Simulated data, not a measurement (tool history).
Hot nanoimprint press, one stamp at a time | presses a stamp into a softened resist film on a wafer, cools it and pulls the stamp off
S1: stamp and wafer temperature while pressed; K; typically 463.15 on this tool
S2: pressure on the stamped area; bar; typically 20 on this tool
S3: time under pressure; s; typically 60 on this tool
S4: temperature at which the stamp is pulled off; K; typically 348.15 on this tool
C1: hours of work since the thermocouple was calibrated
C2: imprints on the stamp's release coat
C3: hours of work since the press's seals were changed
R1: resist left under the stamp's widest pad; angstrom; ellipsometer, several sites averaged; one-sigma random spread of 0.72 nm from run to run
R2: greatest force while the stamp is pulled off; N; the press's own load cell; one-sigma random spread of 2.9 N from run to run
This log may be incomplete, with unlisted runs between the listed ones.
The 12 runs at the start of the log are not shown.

run 13 hour=93.6 | S1=463.15 S2=12.7 S3=60 S4=348.15 | C1=259 C2=343 C3=175 | R1=1647 R2=156
run 14 hour=104.6 | S1=463.15 S2=20 S3=102 S4=348.15 | C1=264 C2=370 C3=180 | R1=1099 R2=153
run 15 hour=114.4 | S1=463.15 S2=13.9 S3=60 S4=348.15 | C1=268 C2=393 C3=184 | R1=1569 R2=158
run 16 hour=125.1 | S1=463.15 S2=13.9 S3=60 S4=338.15 | C1=273 C2=419 C3=189 | R1=1583 R2=178
run 17 hour=129.7 | S1=462.15 S2=18.7 S3=60 S4=348.15 | C1=275 C2=430 C3=191 | R1=1427 R2=157
run 18 hour=139 | S1=462.15 S2=13.5 S3=82 S4=348.15 | C1=279 C2=452 C3=195 | R1=1509 R2=153
run 19 hour=148.6 | S1=463.15 S2=13.5 S3=88 S4=333.15 | C1=283 C2=475 C3=199 | R1=1405 R2=193
run 20 hour=157.3 | S1=469.15 S2=13.5 S3=113 S4=333.15 | C1=287 C2=496 C3=202 | R1=1021 R2=192
run 21 hour=168.1 | S1=469.15 S2=13.5 S3=113 S4=333.15 | C1=292 C2=522 C3=207 | R1=1026 R2=195
run 22 hour=175.6 | S1=463.15 S2=20 S3=81 S4=348.15 | C1=295 C2=540 C3=210 | R1=1197 R2=159
run 23 hour=183.2 | S1=468.15 S2=24.7 S3=32 S4=339.15 | C1=298 C2=558 C3=214 | R1=1239 R2=184
run 24 hour=191.1 | S1=463.15 S2=20 S3=60 S4=351.15 | C1=302 C2=577 C3=217 | R1=1350 R2=152

Predict the results of run 25:
run 25 hour=201.5 | S1=463.15 S2=20 S3=60 S4=351.15 | C1=306 C2=602 C3=222 | R1=? R2=?

For run 25 the tool returned R1 1338 angstrom, R2 153 N.
Were there no unlogged condition in the tool, this run, its random variation unchanged, would have produced R1 1274 angstrom, R2 128 N.

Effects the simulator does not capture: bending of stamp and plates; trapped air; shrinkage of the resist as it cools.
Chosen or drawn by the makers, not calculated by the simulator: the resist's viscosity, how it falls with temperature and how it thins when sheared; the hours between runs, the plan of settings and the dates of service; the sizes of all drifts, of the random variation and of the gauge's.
